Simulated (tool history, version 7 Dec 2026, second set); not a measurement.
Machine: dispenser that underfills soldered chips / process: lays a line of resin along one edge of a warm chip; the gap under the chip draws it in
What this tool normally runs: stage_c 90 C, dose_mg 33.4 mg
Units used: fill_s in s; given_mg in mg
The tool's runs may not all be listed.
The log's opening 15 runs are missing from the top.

-- hour=122.0 new syringe of resin
run 16 hour=131.5 | stage_c=90 dose_mg=38.9 | fill_s=86.2 given_mg=33.70
-- hour=139.2 new syringe of resin
run 17 hour=141.9 | stage_c=90 dose_mg=38.9 | fill_s=71.4 given_mg=33.44
-- hour=147.9 dispensing valve cleaned and set on the balance
run 18 hour=152.8 | stage_c=90 dose_mg=38.9 | fill_s=95.9 given_mg=38.91
-- hour=157.1 new syringe of resin
run 19 hour=165.3 | stage_c=75 dose_mg=38.9 | fill_s=157.2 given_mg=38.44
-- hour=174.5 new syringe of resin
run 20 hour=176.3 | stage_c=89 dose_mg=31.1 | fill_s=71.0 given_mg=30.68
run 21 hour=184.5 | stage_c=81 dose_mg=31.1 | fill_s=131.0 given_mg=30.30
-- hour=191.8 new syringe of resin
run 22 hour=194.9 | stage_c=81 dose_mg=36.5 | fill_s=103.9 given_mg=35.52
run 23 hour=201.7 | stage_c=86 dose_mg=34.0 | fill_s=102.3 given_mg=33.03
run 24 hour=208.3 | stage_c=86 dose_mg=34.0 | fill_s=125.6 given_mg=32.62
-- hour=209.1 new syringe of resin
run 25 hour=220.0 | stage_c=86 dose_mg=34.0 | fill_s=105.4 given_mg=32.41
-- hour=226.9 new syringe of resin
run 26 hour=230.4 | stage_c=98 dose_mg=39.7 | fill_s=51.2 given_mg=37.80
run 27 hour=237.5 | stage_c=98 dose_mg=39.7 | fill_s=63.5 given_mg=37.41
-- hour=244.8 new syringe of resin
run 28 hour=248.5 | stage_c=98 dose_mg=39.7 | fill_s=50.8 given_mg=37.20
run 29 hour=258.6 | stage_c=98 dose_mg=33.8 | fill_s=69.0 given_mg=31.50
-- hour=262.1 new syringe of resin
run 30 hour=267.6 | stage_c=85 dose_mg=35.1 | fill_s=95.4 given_mg=32.49
-- hour=279.2 new syringe of resin
run 31 hour=279.2 | stage_c=85 dose_mg=36.3 | fill_s=81.3 given_mg=33.52
run 32 hour=284.6 | stage_c=85 dose_mg=36.3 | fill_s=93.8 given_mg=33.27
run 33 hour=293.4 | stage_c=85 dose_mg=36.3 | fill_s=121.9 given_mg=32.95
-- hour=296.2 new syringe of resin
run 34 hour=300.6 | stage_c=85 dose_mg=36.3 | fill_s=91.5 given_mg=33.30
run 35 hour=312.1 | stage_c=100 dose_mg=30.8 | fill_s=70.8 given_mg=27.73

Here are 4 independent what-if runs from the current tool condition. What would each one return?
-- hour=313.4 new syringe of resin
run A hour=321.7 | stage_c=90 dose_mg=33.4 | fill_s=? given_mg=?
-- hour=313.4 new syringe of resin
run B hour=321.7 | stage_c=100 dose_mg=31.6 | fill_s=? given_mg=?
-- hour=313.4 new syringe of resin
run C hour=321.7 | stage_c=90 dose_mg=31.4 | fill_s=? given_mg=?
-- hour=313.4 new syringe of resin
run D hour=321.7 | stage_c=90 dose_mg=28.5 | fill_s=? given_mg=?

run=A fill_s=83.7 given_mg=29.87
run=B fill_s=54.7 given_mg=28.40
run=C fill_s=85.4 given_mg=27.83
run=D fill_s=88.0 given_mg=25.61
With no hidden state in the tool, these same runs would have given:
run=A fill_s=69.7 given_mg=33.42
run=B fill_s=45.0 given_mg=31.78
run=C fill_s=70.7 given_mg=31.14
run=D fill_s=71.9 given_mg=28.66
